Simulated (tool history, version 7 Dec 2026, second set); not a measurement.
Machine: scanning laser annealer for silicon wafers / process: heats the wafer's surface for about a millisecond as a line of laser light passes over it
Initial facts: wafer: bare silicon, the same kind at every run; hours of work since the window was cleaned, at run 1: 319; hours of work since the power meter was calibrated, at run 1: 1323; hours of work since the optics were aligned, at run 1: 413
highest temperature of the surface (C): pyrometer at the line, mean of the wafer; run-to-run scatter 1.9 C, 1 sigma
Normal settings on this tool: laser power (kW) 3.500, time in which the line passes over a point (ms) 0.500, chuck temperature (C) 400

| run | day | laser power (kW) | time in which the line passes over a point (ms) | chuck temperature (C) | hours of work since the window was cleaned | hours of work since the power meter was calibrated | hours of work since the optics were aligned | highest temperature of the surface (C) |
|---|---|---|---|---|---|---|---|---|
| 1 | 0.000 | 3.500 | 0.500 | 400 | 319 | 1323 | 413 | 1162 |
| 2 | 1.667 | 3.500 | 0.500 | 400 | 347 | 1351 | 441 | 1159 |
| 3 | 4.042 | 3.500 | 0.500 | 400 | 387 | 1391 | 481 | 1153 |
|  | 4.896 | window over the wafer cleaned |
| 4 | 7.483 | 3.500 | 0.483 | 400 | 43 | 1448 | 538 | 1178 |
| 5 | 11.167 | 3.500 | 0.500 | 400 | 105 | 1509 | 599 | 1180 |
| 6 | 12.754 | 3.500 | 0.500 | 400 | 132 | 1536 | 626 | 1181 |
| 7 | 15.054 | 3.500 | 0.500 | 400 | 171 | 1575 | 665 | 1176 |
| 8 | 18.371 | 3.500 | 0.500 | 400 | 226 | 1631 | 720 | 1167 |
| 9 | 20.883 | 3.500 | 0.500 | 400 | 269 | 1673 | 763 | 1159 |
| 10 | 24.733 | 3.189 | 0.500 | 400 | 333 | 1737 | 827 | 1064 |
| 11 | 26.692 | 3.189 | 0.500 | 394 | 366 | 1770 | 860 | 1057 |
| 12 | 28.438 | 3.500 | 0.500 | 400 | 396 | 1800 | 890 | 1150 |
|  | 28.758 | window over the wafer cleaned |
| 13 | 31.167 | 3.500 | 0.500 | 400 | 40 | 1844 | 934 | 1183 |
| 14 | 33.008 | 3.500 | 0.500 | 400 | 71 | 1875 | 965 | 1179 |
| 15 | 34.808 | 3.237 | 0.500 | 400 | 102 | 1905 | 995 | 1095 |
| 16 | 38.288 | 3.500 | 0.500 | 400 | 160 | 1964 | 1054 | 1168 |
| 17 | 41.792 | 3.500 | 0.500 | 422 | 219 | 2023 | 1113 | 1183 |
| 18 | 44.600 | 3.500 | 0.500 | 422 | 266 | 2070 | 1160 | 1171 |
| 19 | 48.362 | 3.500 | 0.500 | 422 | 329 | 2133 | 1223 | 1172 |
| 20 | 52.262 | 3.500 | 0.506 | 400 | 395 | 2199 | 1289 | 1141 |
|  | 52.629 | window over the wafer cleaned |
| 21 | 54.062 | 3.400 | 0.506 | 436 | 24 | 2227 | 1317 | 1185 |
| 22 | 57.254 | 3.222 | 0.368 | 415 | 78 | 2281 | 1371 | 1008 |
| 23 | 61.042 | 3.222 | 0.368 | 415 | 141 | 2345 | 1435 | 1004 |
| 24 | 62.946 | 3.489 | 0.500 | 414 | 173 | 2377 | 1467 | 1168 |
|  | 66.179 | optics aligned, line set to its width |
| 25 | 66.408 | 3.433 | 0.371 | 384 | 228 | 2431 | 4 | 1032 |
| 26 | 68.512 | 3.500 | 0.444 | 400 | 263 | 2467 | 39 | 1120 |
| 27 | 71.258 | 3.546 | 0.444 | 400 | 310 | 2513 | 85 | 1127 |
| 28 | 72.846 | 3.688 | 0.357 | 412 | 336 | 2540 | 112 | 1101 |
| 29 | 74.488 | 3.500 | 0.492 | 396 | 364 | 2567 | 140 | 1142 |
|  | 76.671 | window over the wafer cleaned |
| 30 | 77.512 | 3.111 | 0.467 | 390 | 14 | 2617 | 189 | 1041 |
| 31 | 79.217 | 3.500 | 0.500 | 419 | 43 | 2645 | 218 | 1200 |
| 32 | 82.304 | 3.500 | 0.500 | 419 | 95 | 2697 | 270 | 1194 |
| 33 | 85.488 | 3.285 | 0.550 | 390 | 148 | 2751 | 323 | 1129 |
| 34 | 89.042 | 3.438 | 0.550 | 390 | 208 | 2810 | 383 | 1165 |
| 35 | 92.392 | 3.438 | 0.550 | 438 | 264 | 2867 | 439 | 1204 |
| 36 | 95.729 | 3.438 | 0.550 | 438 | 320 | 2923 | 495 | 1200 |
| 37 | 97.942 | 3.438 | 0.550 | 438 | 357 | 2960 | 532 | 1191 |
|  | 100.667 | window over the wafer cleaned |
| 38 | 101.362 | 3.438 | 0.550 | 438 | 12 | 3016 | 588 | 1226 |
| 39 | 105.096 | 3.245 | 0.550 | 438 | 74 | 3079 | 651 | 1161 |

Across each entry between runs, compare the hidden state at the last listed run before it with the hidden state at the first listed run after it:
Runs 3 to 4: window over the wafer cleaned (day 4.896)
  light that passes the window, % of a clean one's: 95.57 -> 99.5; laser's true power over the reading, %: -1.06 -> -1.11; width of the line over the set one, %: 0.8 -> 0.9
  measured value less the no-hidden-state value, highest temperature of the surface (C): -64 -> -23
Runs 12 to 13: window over the wafer cleaned (day 28.758)
  light that passes the window, % of a clean one's: 95.74 -> 99.36; laser's true power over the reading, %: -1.45 -> -1.49; width of the line over the set one, %: 1.48 -> 1.55
  measured value less the no-hidden-state value, highest temperature of the surface (C): -71 -> -33
Runs 20 to 21: window over the wafer cleaned (day 52.629)
  light that passes the window, % of a clean one's: 95.74 -> 99.61; laser's true power over the reading, %: -1.82 -> -1.85; width of the line over the set one, %: 2.13 -> 2.17
  measured value less the no-hidden-state value, highest temperature of the surface (C): -79 -> -37
Runs 24 to 25: optics aligned, line set to its width (day 66.179)
  light that passes the window, % of a clean one's: 98.02 -> 97.46; laser's true power over the reading, %: -1.99 -> -2.04; width of the line over the set one, %: 2.42 -> 0.12
  measured value less the no-hidden-state value, highest temperature of the surface (C): -58 -> -42
Runs 29 to 30: window over the wafer cleaned (day 76.671)
  light that passes the window, % of a clean one's: 96.02 -> 99.63; laser's true power over the reading, %: -2.16 -> -2.2; width of the line over the set one, %: 0.36 -> 0.44
  measured value less the no-hidden-state value, highest temperature of the surface (C): -67 -> -25
Runs 37 to 38: window over the wafer cleaned (day 100.667)
  light that passes the window, % of a clean one's: 95.91 -> 99.26; laser's true power over the reading, %: -2.53 -> -2.58; width of the line over the set one, %: 1.01 -> 1.12
  measured value less the no-hidden-state value, highest temperature of the surface (C): -78 -> -44

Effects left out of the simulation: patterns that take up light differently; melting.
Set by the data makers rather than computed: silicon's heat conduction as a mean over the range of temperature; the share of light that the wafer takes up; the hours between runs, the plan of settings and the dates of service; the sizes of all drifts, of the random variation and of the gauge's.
